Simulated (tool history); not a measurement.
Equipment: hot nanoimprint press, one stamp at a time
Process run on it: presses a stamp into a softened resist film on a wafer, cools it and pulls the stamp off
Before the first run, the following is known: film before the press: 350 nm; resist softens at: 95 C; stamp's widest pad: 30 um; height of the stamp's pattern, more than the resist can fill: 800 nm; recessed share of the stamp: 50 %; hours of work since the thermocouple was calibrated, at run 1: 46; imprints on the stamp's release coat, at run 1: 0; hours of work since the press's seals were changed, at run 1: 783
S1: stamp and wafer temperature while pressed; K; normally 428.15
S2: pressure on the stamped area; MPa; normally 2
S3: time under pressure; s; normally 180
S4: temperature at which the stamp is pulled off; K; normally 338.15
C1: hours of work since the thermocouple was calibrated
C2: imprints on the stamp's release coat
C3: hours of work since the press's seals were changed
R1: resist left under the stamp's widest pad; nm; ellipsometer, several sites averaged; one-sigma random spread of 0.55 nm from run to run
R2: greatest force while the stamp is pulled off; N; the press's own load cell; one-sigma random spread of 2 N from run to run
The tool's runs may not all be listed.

run,day,S1,S2,S3,S4,C1,C2,C3,R1,R2
1,0,428.15,2,180,338.15,46,0,783,183.1,204
2,2.375,428.15,2,180,338.15,69,142,806,184.1,207
3,3.825,428.15,2,180,338.15,83,229,820,182.8,213
4,5.817,428.15,2,180,338.15,102,349,839,184.6,215
5,8.638,428.15,2,180,338.15,130,518,866,184,217
6,10.742,428.15,2,180,338.15,150,644,887,185.1,220
7,13.658,428.15,2.82,180,338.15,178,819,915,161.4,227
8,16.083,428.15,1.63,187,338.15,201,964,938,198.8,228
9,19.05,428.15,1.63,187,338.15,230,1142,967,200.6,237
10,21.9,418.15,1.45,212,336.15,258,1313,994,265.5,249
# day 25.158: stamp cleaned and given a new release coat
11,25.579,417.15,1.45,106,338.15,291,26,1027,304.4,214
12,27.638,428.15,1.6,180,338.15,310,149,1047,205,213
13,30.054,428.15,2,180,339.15,334,294,1070,188.5,215

Forecast each of these 4 alternatives for the next run:
A,32.838,435.15,3.18,308,339.15,361,461,1097,?,?
B,32.838,440.15,2,180,345.15,361,461,1097,?,?
C,32.838,428.15,2,180,323.15,361,461,1097,?,?
D,32.838,428.15,2.89,264,345.15,361,461,1097,?,?

run,R1,R2
A,97.3,218
B,127.7,198
C,190.1,272
D,141.7,196
With the hidden condition removed and each run's random variation left untouched, the same runs would have given:
run,R1,R2
A,90.9,203
B,121.2,184
C,180.8,255
D,132.8,183
